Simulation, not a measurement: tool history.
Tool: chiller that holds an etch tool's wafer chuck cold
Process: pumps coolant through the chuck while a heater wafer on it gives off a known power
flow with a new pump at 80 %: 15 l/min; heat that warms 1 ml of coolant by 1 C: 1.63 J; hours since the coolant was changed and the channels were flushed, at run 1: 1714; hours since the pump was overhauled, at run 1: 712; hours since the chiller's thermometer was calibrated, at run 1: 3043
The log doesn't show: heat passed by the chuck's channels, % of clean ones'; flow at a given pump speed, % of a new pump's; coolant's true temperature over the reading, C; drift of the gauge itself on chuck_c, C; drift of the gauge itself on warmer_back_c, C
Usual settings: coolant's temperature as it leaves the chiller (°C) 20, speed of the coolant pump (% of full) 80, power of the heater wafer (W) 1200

| run | hour | coolant's temperature as it leaves the chiller (°C) | speed of the coolant pump (% of full) | power of the heater wafer (W) | hours since the coolant was changed and the channels were flushed | hours since the pump was overhauled | hours since the chiller's thermometer was calibrated | chuck's temperature once it has settled (°C) | how much warmer the coolant comes back (C) |
|---|---|---|---|---|---|---|---|---|---|
| 1 | 0 | 20 | 80 | 1200 | 1714 | 712 | 3043 | 29.8 | 2.94 |
| 2 | 109.4 | 20 | 80 | 1200 | 1824 | 822 | 3153 | 29.9 | 2.98 |
| 3 | 280.4 | 21 | 80 | 1200 | 1995 | 993 | 3324 | 30.7 | 3 |
| 4 | 433 | 20 | 80 | 1200 | 2147 | 1145 | 3476 | 29.6 | 3.03 |
| 5 | 528 | 20 | 80 | 1200 | 2242 | 1240 | 3571 | 29.7 | 3 |
| 6 | 662.8 | 20 | 80 | 1200 | 2377 | 1375 | 3706 | 29.8 | 3.01 |
| 7 | 781.6 | 23 | 80 | 1200 | 2496 | 1494 | 3825 | 32.7 | 3.07 |
| 8 | 905.6 | 20 | 80 | 1200 | 2620 | 1618 | 3949 | 29.7 | 3.03 |
| 9 | 1036.8 | 13 | 80 | 1200 | 2751 | 1749 | 4080 | 22.8 | 3.14 |
| 10 | 1203.6 | 20 | 80 | 1332 | 2918 | 1916 | 4247 | 30.9 | 3.44 |
| 11 | 1364.3 | 20 | 80 | 823 | 3079 | 2077 | 4408 | 26.7 | 2.25 |
| 12 | 1488.3 | 26 | 80 | 823 | 3203 | 2201 | 4532 | 32.6 | 2.26 |
| 13 | 1610.1 | 26 | 63 | 823 | 3324 | 2322 | 4653 | 34.3 | 2.9 |
| 14 | 1727.6 | 15 | 63 | 1192 | 3442 | 2440 | 4771 | 27.2 | 4.06 |
| 15 | 1875.6 | 15 | 63 | 1192 | 3590 | 2588 | 4919 | 27.1 | 4.09 |
| 16 | 1987 | 15 | 63 | 1192 | 3701 | 2699 | 5030 | 27.1 | 4.06 |
|  | 2137.7 | chiller's thermometer calibrated |
| 17 | 2159.3 | 22 | 99 | 1265 | 3873 | 2871 | 22 | 30.2 | 2.72 |
| 18 | 2297 | 22 | 99 | 1265 | 4010 | 3008 | 159 | 30.4 | 2.78 |
| 19 | 2464.6 | 22 | 99 | 1265 | 4178 | 3176 | 327 | 30.3 | 2.78 |
| 20 | 2540.5 | 22 | 99 | 1265 | 4254 | 3252 | 403 | 30.3 | 2.72 |
| 21 | 2691.8 | 13 | 99 | 1543 | 4405 | 3403 | 554 | 23.4 | 3.29 |
|  | 2793.9 | gauge calibrated |
| 22 | 2830.1 | 30 | 61 | 1650 | 4543 | 3541 | 692 | 47.3 | 5.47 |
| 23 | 2979.6 | 24 | 80 | 857 | 4693 | 3691 | 842 | 31 | 2.1 |

4 ways to go on from here, each from the tool as it stands after run 23. What would each give?
| A | 3083.1 | 11 | 80 | 857 | 4797 | 3794 | 945 | ? | ? |
| B | 3083.1 | 20 | 89 | 1200 | 4797 | 3794 | 945 | ? | ? |
| C | 3083.1 | 19 | 80 | 845 | 4797 | 3794 | 945 | ? | ? |
| D | 3083.1 | 20 | 84 | 812 | 4797 | 3794 | 945 | ? | ? |

| run | chuck's temperature once it has settled (°C) | how much warmer the coolant comes back (C) |
|---|---|---|
| A | 17.9 | 2.18 |
| B | 28.9 | 2.66 |
| C | 25.9 | 2.07 |
| D | 26.4 | 1.96 |
Without the tool's hidden state the same runs would have given:
| run | chuck's temperature once it has settled (°C) | how much warmer the coolant comes back (C) |
|---|---|---|
| A | 17.9 | 2.14 |
| B | 28.9 | 2.62 |
| C | 25.9 | 2.03 |
| D | 26.4 | 1.92 |

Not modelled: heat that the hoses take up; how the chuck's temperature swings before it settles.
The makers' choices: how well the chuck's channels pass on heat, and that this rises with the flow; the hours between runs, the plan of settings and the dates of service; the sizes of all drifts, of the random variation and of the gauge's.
